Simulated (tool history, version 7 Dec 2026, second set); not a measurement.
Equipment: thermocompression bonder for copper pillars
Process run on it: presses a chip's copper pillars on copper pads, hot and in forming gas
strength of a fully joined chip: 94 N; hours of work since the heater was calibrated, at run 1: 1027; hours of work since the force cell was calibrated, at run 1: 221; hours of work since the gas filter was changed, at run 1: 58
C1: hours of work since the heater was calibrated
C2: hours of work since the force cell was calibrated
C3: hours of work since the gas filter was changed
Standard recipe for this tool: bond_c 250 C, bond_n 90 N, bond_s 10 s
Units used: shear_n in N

{"run": 1, "hour": 0.0, "bond_c": 250, "bond_n": 90, "bond_s": 10, "C1": 1027, "C2": 221, "C3": 58, "shear_n": 46.7}
{"run": 2, "hour": 48.5, "bond_c": 250, "bond_n": 90, "bond_s": 10, "C1": 1048, "C2": 242, "C3": 79, "shear_n": 47.0}
{"run": 3, "hour": 105.5, "bond_c": 250, "bond_n": 90, "bond_s": 7, "C1": 1072, "C2": 267, "C3": 103, "shear_n": 40.5}
{"run": 4, "hour": 144.3, "bond_c": 250, "bond_n": 90, "bond_s": 7, "C1": 1089, "C2": 283, "C3": 120, "shear_n": 40.0}
{"run": 5, "hour": 202.1, "bond_c": 250, "bond_n": 90, "bond_s": 7, "C1": 1114, "C2": 308, "C3": 145, "shear_n": 41.1}
{"run": 6, "hour": 251.2, "bond_c": 250, "bond_n": 90, "bond_s": 7, "C1": 1135, "C2": 329, "C3": 166, "shear_n": 39.7}

What will run 7 give?
{"run": 7, "hour": 288.3, "bond_c": 250, "bond_n": 97, "bond_s": 24, "C1": 1151, "C2": 345, "C3": 182, "shear_n": "?"}

Logged for run 7: shear_n 61.9 N.
Minus the tool's unlogged condition, the same run would have read shear_n 63.0 N.

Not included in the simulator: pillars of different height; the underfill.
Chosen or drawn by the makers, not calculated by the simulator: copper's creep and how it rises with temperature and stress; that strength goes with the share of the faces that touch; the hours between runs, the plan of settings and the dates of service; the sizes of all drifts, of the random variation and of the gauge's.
